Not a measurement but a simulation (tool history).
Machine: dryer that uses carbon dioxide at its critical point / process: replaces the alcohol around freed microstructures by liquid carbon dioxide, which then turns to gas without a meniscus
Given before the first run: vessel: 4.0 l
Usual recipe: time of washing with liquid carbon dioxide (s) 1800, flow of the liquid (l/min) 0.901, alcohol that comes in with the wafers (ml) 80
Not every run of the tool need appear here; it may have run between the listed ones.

run    day  time of washing with liquid carbon dioxide (s)  flow of the liquid (l/min)  alcohol that comes in with the wafers (ml)  alcohol left in the vessel before it's heated (ppm by volume)
  1  0.000                                            1800                       0.901                                          80                                                             94
  2  0.358                                            1800                       0.901                                          37                                                             59
  3  0.608                                            1800                       0.901                                          73                                                             94
  4  0.942                                            1800                       0.901                                          73                                                             98
  5  1.275                                            1800                       1.314                                          80                                                             37
  6  1.538                                            1800                       1.314                                          80                                                             43
  7  1.900                                            1800                       1.314                                          80                                                             31
  8  2.096                                            2460                       1.314                                          80                                                             37
  9  2.433                                            1500                       1.388                                          80                                                             56
 10  2.612                                            1200                       0.651                                          80                                                           1435
 11  2.967                                            1800                       1.009                                          80                                                             80
 12  3.338                                            1800                       0.704                                          96                                                            368
 13  3.496                                            1800                       0.704                                          96                                                            371
 14  3.808                                            1200                       0.901                                          63                                                            473
 15  4.017                                            1620                       0.719                                         103                                                            585

Below are 5 alternative next runs, each starting from the tool's condition after run 15. Predict each:
  A  4.208                                            1800                       0.901                                          23                                                              ?
  B  4.208                                            1920                       0.879                                          30                                                              ?
  C  4.208                                            1800                       0.901                                          99                                                              ?
  D  4.208                                            2880                       1.040                                          45                                                              ?
  E  4.208                                            1920                       1.231                                          66                                                              ?

run  alcohol left in the vessel before it's heated (ppm by volume)
  A                                                             61
  B                                                             69
  C                                                            144
  D                                                             37
  E                                                             46
What these runs would have given with no unlogged condition in the tool:
run  alcohol left in the vessel before it's heated (ppm by volume)
  A                                                             17
  B                                                             25
  C                                                             59
  D                                                              5
  E                                                             12
